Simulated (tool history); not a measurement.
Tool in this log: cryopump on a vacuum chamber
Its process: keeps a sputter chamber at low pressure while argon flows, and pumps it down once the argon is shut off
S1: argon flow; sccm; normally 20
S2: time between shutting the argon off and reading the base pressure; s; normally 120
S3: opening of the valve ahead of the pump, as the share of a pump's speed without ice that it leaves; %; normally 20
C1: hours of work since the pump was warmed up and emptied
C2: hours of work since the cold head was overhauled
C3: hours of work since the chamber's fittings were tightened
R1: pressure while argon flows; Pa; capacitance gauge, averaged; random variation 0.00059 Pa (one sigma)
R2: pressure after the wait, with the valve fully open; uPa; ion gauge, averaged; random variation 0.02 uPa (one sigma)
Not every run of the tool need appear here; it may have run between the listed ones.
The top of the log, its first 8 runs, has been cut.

run    hour  S1   S2  S3   C1    C2    C3      R1    R2
  9   604.7  20  120  31  233  1405  1640  0.0539  0.74
 10   654.7   9  120  31  277  1450  1684   0.025   0.8
 11   741.8   9  120  31  354  1527  1761  0.0245  0.87
 12   799.3   9  120  31  405  1578  1812   0.025  0.88
 13   892.3   9  120  31  487  1660  1894  0.0262  0.88
      969.1  -- pump warmed up, emptied and cooled again
 14    1002   9  120  31   29  1753  1987  0.0233  0.83
 15  1074.1  20  120  20   93  1816  2051  0.0797  0.83
 16  1135.5  20  120  20  147  1871  2105  0.0811   0.9
 17  1226.1  20  120  59  227  1951  2185  0.0291  0.94
 18  1278.9  20  193  26  274  1998  2232  0.0628  0.91
 19  1341.7  20  193  26  330  2053  2288  0.0639  0.95
 20  1414.5  24   66  25  394  2118  2352  0.0815  1.18
 21  1488.2  24   66  25  459  2183  2417  0.0823  1.26
     1593.6  -- pump warmed up, emptied and cooled again
 22  1593.6  11   35  47    0  2272  2506  0.0185  1.35
     1618.9  -- leaking fittings of the chamber tightened, without venting
 23  1665.9  30  218  20   62  2334    42  0.1202  0.27
 24  1756.6  30  218  20  143  2414   122   0.122  0.33
 25  1833.2  16  120  15  210  2482   190  0.0872  0.39

Run 26 has not been measured yet. What should we expect?
 26  1875.8  16  120  15  248  2520  227   ?   ?

R1: 0.0864 Pa
R2: 0.41 uPa
Minus the tool's unlogged condition, the same run would have read R1 0.0841 Pa, R2 0.28 uPa.
